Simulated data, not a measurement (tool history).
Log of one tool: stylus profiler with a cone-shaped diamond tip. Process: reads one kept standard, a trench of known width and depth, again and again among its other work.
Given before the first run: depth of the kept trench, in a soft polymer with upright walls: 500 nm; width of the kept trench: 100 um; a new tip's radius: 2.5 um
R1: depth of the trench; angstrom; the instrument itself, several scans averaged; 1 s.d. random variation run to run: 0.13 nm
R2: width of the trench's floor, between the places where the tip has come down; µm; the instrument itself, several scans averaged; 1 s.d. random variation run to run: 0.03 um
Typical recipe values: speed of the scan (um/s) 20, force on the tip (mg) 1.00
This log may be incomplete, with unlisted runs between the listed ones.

run 1 hour=0.0 | speed_of_the_scan_(um/s)=20 force_on_the_tip_(mg)=1.00 | R1=5028.6 R2=96.62
run 2 hour=31.7 | speed_of_the_scan_(um/s)=20 force_on_the_tip_(mg)=1.00 | R1=5027.2 R2=96.55
run 3 hour=48.6 | speed_of_the_scan_(um/s)=20 force_on_the_tip_(mg)=1.00 | R1=5029.6 R2=96.58
run 4 hour=83.8 | speed_of_the_scan_(um/s)=20 force_on_the_tip_(mg)=1.00 | R1=5028.3 R2=96.53
run 5 hour=105.9 | speed_of_the_scan_(um/s)=20 force_on_the_tip_(mg)=1.00 | R1=5027.1 R2=96.52
run 6 hour=125.3 | speed_of_the_scan_(um/s)=40 force_on_the_tip_(mg)=1.00 | R1=5025.6 R2=96.37
run 7 hour=162.7 | speed_of_the_scan_(um/s)=40 force_on_the_tip_(mg)=1.00 | R1=5026.6 R2=96.31
run 8 hour=200.4 | speed_of_the_scan_(um/s)=40 force_on_the_tip_(mg)=1.00 | R1=5025.6 R2=96.31
run 9 hour=224.9 | speed_of_the_scan_(um/s)=40 force_on_the_tip_(mg)=1.00 | R1=5027.0 R2=96.27
run 10 hour=258.8 | speed_of_the_scan_(um/s)=40 force_on_the_tip_(mg)=1.00 | R1=5025.7 R2=96.34
run 11 hour=280.4 | speed_of_the_scan_(um/s)=20 force_on_the_tip_(mg)=0.35 | R1=5008.9 R2=96.35
run 12 hour=302.3 | speed_of_the_scan_(um/s)=35 force_on_the_tip_(mg)=0.37 | R1=5011.0 R2=96.14
run 13 hour=319.1 | speed_of_the_scan_(um/s)=35 force_on_the_tip_(mg)=0.75 | R1=5022.0 R2=96.25

Branching from run 13: 5 alternative next runs. What would each branch give?
run A hour=343.4 | speed_of_the_scan_(um/s)=20 force_on_the_tip_(mg)=0.43 | R1=? R2=?
run B hour=343.4 | speed_of_the_scan_(um/s)=22 force_on_the_tip_(mg)=0.75 | R1=? R2=?
run C hour=343.4 | speed_of_the_scan_(um/s)=7 force_on_the_tip_(mg)=0.84 | R1=? R2=?
run D hour=343.4 | speed_of_the_scan_(um/s)=10 force_on_the_tip_(mg)=0.45 | R1=? R2=?
run E hour=343.4 | speed_of_the_scan_(um/s)=18 force_on_the_tip_(mg)=1.40 | R1=? R2=?

run=A R1=5011.3 R2=96.32
run=B R1=5020.1 R2=96.37
run=C R1=5023.6 R2=96.55
run=D R1=5012.6 R2=96.49
run=E R1=5031.9 R2=96.46
Stripped of hidden state, with their random variation kept, the same runs would have yielded:
run=A R1=5017.7 R2=96.71
run=B R1=5026.6 R2=96.76
run=C R1=5030.1 R2=96.95
run=D R1=5019.1 R2=96.89
run=E R1=5038.4 R2=96.86

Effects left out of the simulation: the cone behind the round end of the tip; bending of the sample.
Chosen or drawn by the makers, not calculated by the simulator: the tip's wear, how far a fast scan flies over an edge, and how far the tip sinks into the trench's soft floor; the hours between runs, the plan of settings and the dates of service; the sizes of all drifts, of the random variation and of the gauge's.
